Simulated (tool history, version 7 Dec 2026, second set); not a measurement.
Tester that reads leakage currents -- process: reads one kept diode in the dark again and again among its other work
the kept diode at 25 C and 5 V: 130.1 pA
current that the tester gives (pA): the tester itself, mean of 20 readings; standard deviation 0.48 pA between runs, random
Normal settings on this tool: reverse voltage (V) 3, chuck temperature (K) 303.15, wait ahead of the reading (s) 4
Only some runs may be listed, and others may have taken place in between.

run      day  reverse voltage (V)  chuck temperature (K)  wait ahead of the reading (s)  current that the tester gives (pA)
  1        0                    3                 303.15                              4                              174.89
  2    4.712                    3                 303.15                              4                              176.17
  3    6.917                    3                 303.15                              4                              176.52
  4   10.883                  2.2                 303.15                              4                              149.59
  5   14.558                    3                 321.15                              4                              799.18
  6   18.762                    3                 321.15                              4                              800.91
  7   21.875                 1.55                 303.15                              4                               126.2
  8   25.204                    3                 319.15                              4                              687.15
  9   30.138                    3                 319.15                              4                              690.72
 10   35.208                    3                 319.15                              4                              690.52
 11   37.708                    3                 319.15                              4                              692.34
 12   40.971                    3                 303.15                           1.42                              181.78
 13   45.942                    3                 303.15                           1.42                              182.51
 14   49.004                  1.1                 303.15                           1.42                              107.53
 15   53.633                    3                 303.15                           1.16                                 185
 16   58.288                    3                 303.15                           1.16                               184.1
 17   63.479                    3                 303.15                           1.16                              185.08
 18   68.012                 2.26                 303.15                           1.16                              153.09
 19   71.367                 2.26                 303.15                           1.16                              153.93
 20   76.321                    3                 303.15                              4                              177.61
 21   79.696                 4.19                 301.15                           1.95                              176.89
 22   84.008                 4.19                 301.15                           1.95                              178.43
 23   87.417                 4.19                 301.15                           1.95                              180.92
 24   92.171                 1.18                 313.15                              4                              271.57
 25   96.396                 1.18                 296.15                              4                               60.05
 26   99.338                 1.18                 296.15                              4                               60.28
 27  103.017                 2.74                 318.15                           0.66                              642.51
 28  106.304                 7.96                 331.15                           2.49                             3051.54
 29  109.733                11.39                 307.15                           3.87                              526.58
 30  113.608                 1.16                 303.15                              4                               99.16
 31  116.171                 1.16                 303.15                              4                               99.64
 32  119.546                 1.16                 298.15                           0.89                               63.56
 33    124.5                 1.16                 298.15                           0.89                               63.79
 34  127.742                 1.16                 298.15                           0.89                               64.38
 35  132.242                 1.16                 298.15                           0.89                               64.38
 36  136.062                  4.4                 298.15                           2.33                              128.14
 37  139.112                 1.03                 320.15                           2.33                              410.67
 38  144.279                    3                 303.15                           1.34                              167.11
 39  148.333                 7.58                 296.15                              4                              145.73

Missing from the log above: 4 entries noted between runs. For each, name the pair of listed runs it sits between and say how the tool's hidden condition differs from the listed run just before to the listed run just after:
In the gap between runs 15 and 16: tester calibrated (day 54.217)
  stray current of the dirty probe card, pA a volt: 2.78 -> 2.832; current scale over the true one, %: -0.96 -> -1.33; true chuck temperature over the reading, C: 1.15 -> 1.19
  measured less the result without the state, current that the tester gives (pA): +24.07 -> +24.08
In the gap between runs 17 and 18: probe card cleaned and baked (day 66.442)
  stray current of the dirty probe card, pA a volt: 2.886 -> 0.045; current scale over the true one, %: -1.35 -> -1.36; true chuck temperature over the reading, C: 1.24 -> 1.27
  measured less the result without the state, current that the tester gives (pA): +24.95 -> +14.78
In the gap between runs 22 and 23: tester calibrated, once more (day 86.342)
  stray current of the dirty probe card, pA a volt: 0.22 -> 0.259; current scale over the true one, %: -1.42 -> -0.14; true chuck temperature over the reading, C: 1.41 -> 1.44
  measured less the result without the state, current that the tester gives (pA): +20.06 -> +22.98
In the gap between runs 29 and 30: chuck's temperature calibrated (day 110.321)
  stray current of the dirty probe card, pA a volt: 0.492 -> 0.531; current scale over the true one, %: -0.21 -> -0.23; true chuck temperature over the reading, C: 1.64 -> 0.09
  measured less the result without the state, current that the tester gives (pA): +74.33 -> +1.2
